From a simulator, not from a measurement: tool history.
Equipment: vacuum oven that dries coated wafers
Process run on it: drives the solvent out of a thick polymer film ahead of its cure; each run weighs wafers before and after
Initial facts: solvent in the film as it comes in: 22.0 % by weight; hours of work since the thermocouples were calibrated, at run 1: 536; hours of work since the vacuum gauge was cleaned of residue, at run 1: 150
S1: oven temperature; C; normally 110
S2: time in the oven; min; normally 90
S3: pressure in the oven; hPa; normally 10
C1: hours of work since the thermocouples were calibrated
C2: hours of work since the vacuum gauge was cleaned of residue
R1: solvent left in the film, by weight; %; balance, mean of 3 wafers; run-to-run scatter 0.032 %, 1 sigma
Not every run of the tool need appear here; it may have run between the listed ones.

{"run": 1, "day": 0.0, "S1": 110, "S2": 90, "S3": 10, "C1": 536, "C2": 150, "R1": 1.1}
{"run": 2, "day": 0.408, "S1": 110, "S2": 90, "S3": 10, "C1": 541, "C2": 156, "R1": 1.11}
{"run": 3, "day": 1.175, "S1": 110, "S2": 90, "S3": 10, "C1": 550, "C2": 165, "R1": 1.17}
{"run": 4, "day": 1.521, "S1": 110, "S2": 90, "S3": 10, "C1": 555, "C2": 169, "R1": 1.09}
{"run": 5, "day": 2.067, "S1": 110, "S2": 90, "S3": 10, "C1": 562, "C2": 176, "R1": 1.07}
{"run": 6, "day": 2.733, "S1": 110, "S2": 90, "S3": 10, "C1": 570, "C2": 184, "R1": 1.1}
{"run": 7, "day": 3.438, "S1": 110, "S2": 90, "S3": 10, "C1": 579, "C2": 193, "R1": 1.11}
{"run": 8, "day": 3.95, "S1": 110, "S2": 90, "S3": 10, "C1": 585, "C2": 200, "R1": 1.14}
{"run": 9, "day": 4.267, "S1": 110, "S2": 90, "S3": 10, "C1": 589, "C2": 204, "R1": 1.08}
{"run": 10, "day": 4.75, "S1": 110, "S2": 51, "S3": 10, "C1": 595, "C2": 210, "R1": 3}
{"day": 5.312, "done": "oven's thermocouples calibrated"}
{"run": 11, "day": 5.312, "S1": 110, "S2": 51, "S3": 10, "C1": 0, "C2": 216, "R1": 3.49}
{"run": 12, "day": 5.675, "S1": 110, "S2": 51, "S3": 10, "C1": 4, "C2": 220, "R1": 3.45}
{"run": 13, "day": 6.292, "S1": 110, "S2": 51, "S3": 10, "C1": 12, "C2": 228, "R1": 3.57}
{"run": 14, "day": 6.796, "S1": 110, "S2": 51, "S3": 10, "C1": 18, "C2": 234, "R1": 3.48}
{"run": 15, "day": 7.438, "S1": 120, "S2": 99, "S3": 9.1, "C1": 26, "C2": 242, "R1": 0.4}
{"run": 16, "day": 7.896, "S1": 110, "S2": 90, "S3": 13.8, "C1": 32, "C2": 248, "R1": 1.49}
{"run": 17, "day": 8.529, "S1": 110, "S2": 90, "S3": 13.8, "C1": 40, "C2": 256, "R1": 1.54}
{"run": 18, "day": 9.092, "S1": 110, "S2": 90, "S3": 13.8, "C1": 47, "C2": 263, "R1": 1.47}
{"run": 19, "day": 9.675, "S1": 98, "S2": 90, "S3": 17.4, "C1": 54, "C2": 270, "R1": 4.72}
{"run": 20, "day": 10.308, "S1": 100, "S2": 90, "S3": 17.4, "C1": 62, "C2": 278, "R1": 4.07}
{"run": 21, "day": 10.838, "S1": 110, "S2": 90, "S3": 19.7, "C1": 69, "C2": 284, "R1": 1.82}
{"run": 22, "day": 11.408, "S1": 111, "S2": 97, "S3": 11.6, "C1": 76, "C2": 292, "R1": 1.13}
{"run": 23, "day": 11.833, "S1": 111, "S2": 97, "S3": 11.6, "C1": 81, "C2": 297, "R1": 1.09}
{"run": 24, "day": 12.446, "S1": 97, "S2": 69, "S3": 35.3, "C1": 89, "C2": 304, "R1": 7.74}
{"run": 25, "day": 12.988, "S1": 97, "S2": 69, "S3": 35.3, "C1": 96, "C2": 311, "R1": 7.74}

Branching from run 25: 3 alternative next runs. What would each branch give?
{"run": "A", "day": 13.596, "S1": 107, "S2": 88, "S3": 10, "C1": 103, "C2": 319, "R1": "?"}
{"run": "B", "day": 13.596, "S1": 97, "S2": 114, "S3": 16.5, "C1": 103, "C2": 319, "R1": "?"}
{"run": "C", "day": 13.596, "S1": 110, "S2": 108, "S3": 10, "C1": 103, "C2": 319, "R1": "?"}

run=A R1=1.91
run=B R1=3.84
run=C R1=0.95
The same runs, with their run-to-run variation unchanged, on a tool lacking any hidden condition would have given:
run=A R1=1.76
run=B R1=3.62
run=C R1=0.85

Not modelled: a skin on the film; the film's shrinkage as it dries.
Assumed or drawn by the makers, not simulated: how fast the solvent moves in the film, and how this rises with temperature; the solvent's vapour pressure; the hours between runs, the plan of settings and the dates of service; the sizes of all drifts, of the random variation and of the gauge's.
